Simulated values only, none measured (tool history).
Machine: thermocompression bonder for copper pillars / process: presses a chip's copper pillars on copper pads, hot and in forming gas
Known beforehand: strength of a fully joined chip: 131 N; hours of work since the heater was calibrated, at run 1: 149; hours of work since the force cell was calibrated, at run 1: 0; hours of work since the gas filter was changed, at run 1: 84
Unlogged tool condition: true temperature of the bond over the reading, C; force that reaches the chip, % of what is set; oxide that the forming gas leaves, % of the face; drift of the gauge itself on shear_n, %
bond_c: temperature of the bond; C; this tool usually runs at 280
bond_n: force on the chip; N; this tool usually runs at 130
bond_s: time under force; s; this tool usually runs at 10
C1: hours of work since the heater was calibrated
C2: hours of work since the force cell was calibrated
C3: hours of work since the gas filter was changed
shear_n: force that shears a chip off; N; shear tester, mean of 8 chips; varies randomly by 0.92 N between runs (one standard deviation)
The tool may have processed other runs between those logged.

run 1 hour=0 | bond_c=280 bond_n=130 bond_s=10 | C1=149 C2=0 C3=84 | shear_n=75.6
run 2 hour=18.4 | bond_c=280 bond_n=130 bond_s=10 | C1=158 C2=10 C3=93 | shear_n=75.9
run 3 hour=40.9 | bond_c=280 bond_n=130 bond_s=10 | C1=170 C2=22 C3=105 | shear_n=74.9
-- hour=45.4 forming gas filter changed
run 4 hour=55.7 | bond_c=280 bond_n=130 bond_s=10 | C1=177 C2=29 C3=5 | shear_n=79
run 5 hour=77.1 | bond_c=280 bond_n=130 bond_s=10 | C1=188 C2=40 C3=16 | shear_n=76.2
run 6 hour=110.3 | bond_c=280 bond_n=130 bond_s=10 | C1=206 C2=58 C3=34 | shear_n=77.2
run 7 hour=132.8 | bond_c=280 bond_n=130 bond_s=10 | C1=217 C2=69 C3=45 | shear_n=76.6
run 8 hour=151.9 | bond_c=280 bond_n=130 bond_s=10 | C1=227 C2=79 C3=55 | shear_n=76.6
run 9 hour=165.8 | bond_c=280 bond_n=130 bond_s=10 | C1=234 C2=86 C3=63 | shear_n=77.3
run 10 hour=190.3 | bond_c=280 bond_n=130 bond_s=10 | C1=247 C2=99 C3=75 | shear_n=75.7
run 11 hour=213.4 | bond_c=280 bond_n=130 bond_s=10 | C1=259 C2=111 C3=87 | shear_n=77.8
run 12 hour=239.7 | bond_c=280 bond_n=130 bond_s=10 | C1=273 C2=125 C3=101 | shear_n=75.1
-- hour=252.1 forming gas filter changed
run 13 hour=270.4 | bond_c=280 bond_n=130 bond_s=10 | C1=289 C2=140 C3=9 | shear_n=79.6
run 14 hour=294 | bond_c=280 bond_n=130 bond_s=10 | C1=301 C2=153 C3=22 | shear_n=77.5
run 15 hour=318.4 | bond_c=280 bond_n=130 bond_s=10 | C1=313 C2=165 C3=34 | shear_n=76.3
run 16 hour=333.2 | bond_c=280 bond_n=130 bond_s=5 | C1=321 C2=173 C3=42 | shear_n=61.9
run 17 hour=359.8 | bond_c=280 bond_n=130 bond_s=5 | C1=335 C2=187 C3=56 | shear_n=61.8
run 18 hour=389.6 | bond_c=280 bond_n=130 bond_s=5 | C1=350 C2=202 C3=71 | shear_n=60.2
run 19 hour=412.8 | bond_c=280 bond_n=130 bond_s=26 | C1=363 C2=214 C3=83 | shear_n=96.7
run 20 hour=426.8 | bond_c=280 bond_n=130 bond_s=10 | C1=370 C2=222 C3=91 | shear_n=74
run 21 hour=452.5 | bond_c=280 bond_n=130 bond_s=10 | C1=383 C2=235 C3=104 | shear_n=75.1
-- hour=459.4 forming gas filter changed
run 22 hour=475.8 | bond_c=255 bond_n=134 bond_s=10 | C1=395 C2=247 C3=9 | shear_n=57.9
run 23 hour=502.3 | bond_c=305 bond_n=133 bond_s=12 | C1=409 C2=261 C3=22 | shear_n=102.9
run 24 hour=522.3 | bond_c=272 bond_n=99 bond_s=15 | C1=419 C2=271 C3=33 | shear_n=69.5
run 25 hour=548.5 | bond_c=271 bond_n=130 bond_s=9 | C1=433 C2=285 C3=46 | shear_n=69.4
run 26 hour=575.6 | bond_c=271 bond_n=130 bond_s=9 | C1=447 C2=299 C3=60 | shear_n=67.2
run 27 hour=589.6 | bond_c=281 bond_n=130 bond_s=15 | C1=454 C2=306 C3=68 | shear_n=87.8
run 28 hour=608.6 | bond_c=280 bond_n=97 bond_s=9 | C1=464 C2=316 C3=78 | shear_n=61.5
run 29 hour=625.3 | bond_c=268 bond_n=79 bond_s=11 | C1=473 C2=325 C3=86 | shear_n=50
run 30 hour=643.2 | bond_c=268 bond_n=79 bond_s=11 | C1=482 C2=334 C3=96 | shear_n=48.6
run 31 hour=662.6 | bond_c=268 bond_n=79 bond_s=11 | C1=492 C2=344 C3=106 | shear_n=49.2
-- hour=665.7 forming gas filter changed
run 32 hour=694.9 | bond_c=268 bond_n=80 bond_s=9 | C1=509 C2=361 C3=15 | shear_n=46.7
run 33 hour=724 | bond_c=280 bond_n=146 bond_s=10 | C1=524 C2=376 C3=30 | shear_n=84.8
run 34 hour=739.4 | bond_c=282 bond_n=95 bond_s=20 | C1=532 C2=384 C3=38 | shear_n=82
run 35 hour=755.8 | bond_c=282 bond_n=95 bond_s=20 | C1=540 C2=392 C3=47 | shear_n=83.5
run 36 hour=782 | bond_c=282 bond_n=95 bond_s=20 | C1=554 C2=406 C3=60 | shear_n=79.3
run 37 hour=813.4 | bond_c=310 bond_n=140 bond_s=24 | C1=570 C2=422 C3=77 | shear_n=116.1
run 38 hour=828.3 | bond_c=251 bond_n=170 bond_s=24 | C1=578 C2=430 C3=85 | shear_n=83.3
run 39 hour=847.7 | bond_c=251 bond_n=170 bond_s=24 | C1=588 C2=440 C3=95 | shear_n=83.8

Some steps in shear_n between neighbouring runs. How much of each would the tool show without its hidden state too (settings, what came in, random variation), and how much is left for the hidden state, with any gauge scatter that isn't in both results?
Run 3 -> 4: forming gas filter changed. shear_n +4.1 N: hidden state +3.3, all else +0.8.
Run 21 -> 22: bond_c 280 -> 255, bond_n 130 -> 134, forming gas filter changed. shear_n -17.2 N: hidden state +3.5, all else -20.7.
Run 22 -> 23: bond_c 255 -> 305, bond_n 134 -> 133, bond_s 10 -> 12. shear_n +45 N: hidden state -1.1, all else +46.1.
Run 32 -> 33: bond_c 268 -> 280, bond_n 80 -> 146, bond_s 9 -> 10. shear_n +38.1 N: hidden state -0.3, all else +38.4.
Run 36 -> 37: bond_c 282 -> 310, bond_n 95 -> 140, bond_s 20 -> 24. shear_n +36.8 N: hidden state -3.3, all else +40.1.

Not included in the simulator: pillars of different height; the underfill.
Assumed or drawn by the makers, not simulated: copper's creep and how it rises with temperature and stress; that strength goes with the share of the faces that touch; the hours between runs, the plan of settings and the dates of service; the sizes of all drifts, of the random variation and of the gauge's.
